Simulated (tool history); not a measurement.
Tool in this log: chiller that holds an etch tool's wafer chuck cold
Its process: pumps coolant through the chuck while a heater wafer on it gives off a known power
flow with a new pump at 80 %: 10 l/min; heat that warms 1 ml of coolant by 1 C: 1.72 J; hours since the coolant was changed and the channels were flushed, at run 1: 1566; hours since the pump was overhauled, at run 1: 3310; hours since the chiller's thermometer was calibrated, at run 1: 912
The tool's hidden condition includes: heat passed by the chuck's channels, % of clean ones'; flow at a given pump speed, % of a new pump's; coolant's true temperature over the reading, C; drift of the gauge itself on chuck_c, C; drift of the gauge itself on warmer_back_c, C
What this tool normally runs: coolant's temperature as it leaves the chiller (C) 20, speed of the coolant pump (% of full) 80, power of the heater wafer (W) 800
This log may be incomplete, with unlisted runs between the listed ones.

run,hour,coolant's temperature as it leaves the chiller (C),speed of the coolant pump (% of full),power of the heater wafer (W),hours since the coolant was changed and the channels were flushed,hours since the pump was overhauled,hours since the chiller's thermometer was calibrated,chuck's temperature once it has settled (K),how much warmer the coolant comes back (C)
1,0,20,80,800,1566,3310,912,303.44,2.84
2,148.4,20,77,800,1714,3458,1061,303.7,2.92
3,302,20,77,800,1868,3612,1214,303.84,2.96
4,462.7,20,77,800,2028,3773,1375,303.96,2.96
5,624.2,20,75,800,2190,3934,1536,304.1,3.06
6,704.6,20,75,800,2270,4014,1617,304.06,3.01
7,797.4,20,75,800,2363,4107,1710,303.95,3.04
8,925.2,20,75,800,2491,4235,1837,303.97,3.06
9,1016,20,75,800,2582,4326,1928,304.27,3.04
10,1159.9,20,75,800,2725,4470,2072,304.24,3.05
11,1286,20,62,800,2852,4596,2198,306.1,3.71
12,1448.4,28,62,800,3014,4758,2361,313.85,3.69
13,1580.1,20,90,800,3146,4890,2492,302.48,2.53
14,1687,20,90,858,3253,4997,2599,303.29,2.72
15,1799.3,20,80,800,3365,5109,2712,303.5,2.9
16,1952.7,14,72,656,3518,5263,2865,296.65,2.63
17,2142.4,25,94,672,3708,5452,3055,305.86,2.06
18,2293.3,21,72,672,3859,5603,3206,303.79,2.66
19,2425,21,72,672,3991,5735,3337,303.89,2.69

Estimate the outcome of run 20 from the log above:
20,2559.3,21,70,517,4125,5869,3472,?,?

Run 20 produced chuck's temperature once it has settled (K) 301.62, how much warmer the coolant comes back (C) 2.15.
With the hidden condition absent and the run-to-run variation left alone, this run would have shown chuck's temperature once it has settled (K) 301.37, how much warmer the coolant comes back (C) 2.08.

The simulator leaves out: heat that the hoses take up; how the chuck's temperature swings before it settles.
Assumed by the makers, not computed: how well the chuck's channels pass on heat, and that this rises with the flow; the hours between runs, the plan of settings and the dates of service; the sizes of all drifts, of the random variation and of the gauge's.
